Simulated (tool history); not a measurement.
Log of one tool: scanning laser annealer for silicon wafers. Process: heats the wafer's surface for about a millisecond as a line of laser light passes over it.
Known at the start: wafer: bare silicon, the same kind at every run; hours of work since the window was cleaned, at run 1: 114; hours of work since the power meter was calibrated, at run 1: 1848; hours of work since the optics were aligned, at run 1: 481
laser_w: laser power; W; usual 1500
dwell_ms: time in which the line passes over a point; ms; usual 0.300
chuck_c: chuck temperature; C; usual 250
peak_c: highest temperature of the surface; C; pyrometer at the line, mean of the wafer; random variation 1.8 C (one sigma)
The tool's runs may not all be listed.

| run | hour | laser_w | dwell_ms | chuck_c | hours of work since the window was cleaned | hours of work since the power meter was calibrated | hours of work since the optics were aligned | peak_c |
|---|---|---|---|---|---|---|---|---|
| 1 | 0.0 | 1500 | 0.300 | 250 | 114 | 1848 | 481 | 957 |
| 2 | 34.2 | 1500 | 0.300 | 250 | 137 | 1871 | 504 | 958 |
| 3 | 72.2 | 1640 | 0.300 | 250 | 162 | 1896 | 529 | 1030 |
| 4 | 140.5 | 1640 | 0.300 | 250 | 208 | 1941 | 574 | 1021 |
| 5 | 198.6 | 1376 | 0.300 | 250 | 246 | 1980 | 613 | 877 |
| 6 | 230.7 | 1376 | 0.300 | 250 | 267 | 2001 | 634 | 877 |
| 7 | 282.0 | 1376 | 0.300 | 250 | 301 | 2035 | 668 | 871 |
| 8 | 339.5 | 1500 | 0.300 | 250 | 340 | 2073 | 706 | 927 |
|  | 375.2 | window over the wafer cleaned |
| 9 | 386.7 | 1500 | 0.300 | 250 | 8 | 2103 | 736 | 970 |
| 10 | 414.8 | 1500 | 0.300 | 250 | 26 | 2122 | 755 | 968 |
| 11 | 475.8 | 1513 | 0.300 | 250 | 67 | 2162 | 795 | 971 |
| 12 | 523.5 | 1513 | 0.300 | 250 | 98 | 2194 | 827 | 963 |
| 13 | 561.1 | 1469 | 0.300 | 234 | 123 | 2219 | 852 | 926 |
| 14 | 591.5 | 1367 | 0.242 | 251 | 143 | 2239 | 872 | 820 |
| 15 | 628.6 | 1403 | 0.277 | 278 | 168 | 2264 | 896 | 904 |
| 16 | 686.5 | 1403 | 0.277 | 278 | 206 | 2302 | 935 | 895 |
| 17 | 721.0 | 1380 | 0.344 | 278 | 229 | 2325 | 958 | 948 |

5 ways to go on from here, each from the tool as it stands after run 17. What would each give?
| A | 758.4 | 1291 | 0.334 | 259 | 254 | 2350 | 982 | ? |
| B | 758.4 | 1380 | 0.312 | 278 | 254 | 2350 | 982 | ? |
| C | 758.4 | 1640 | 0.327 | 281 | 254 | 2350 | 982 | ? |
| D | 758.4 | 1561 | 0.343 | 278 | 254 | 2350 | 982 | ? |
| E | 758.4 | 1408 | 0.300 | 237 | 254 | 2350 | 982 | ? |

| run | peak_c |
|---|---|
| A | 866 |
| B | 914 |
| C | 1070 |
| D | 1044 |
| E | 878 |
Without the tool's hidden state the same runs would have given:
| run | peak_c |
|---|---|
| A | 921 |
| B | 971 |
| C | 1141 |
| D | 1113 |
| E | 935 |
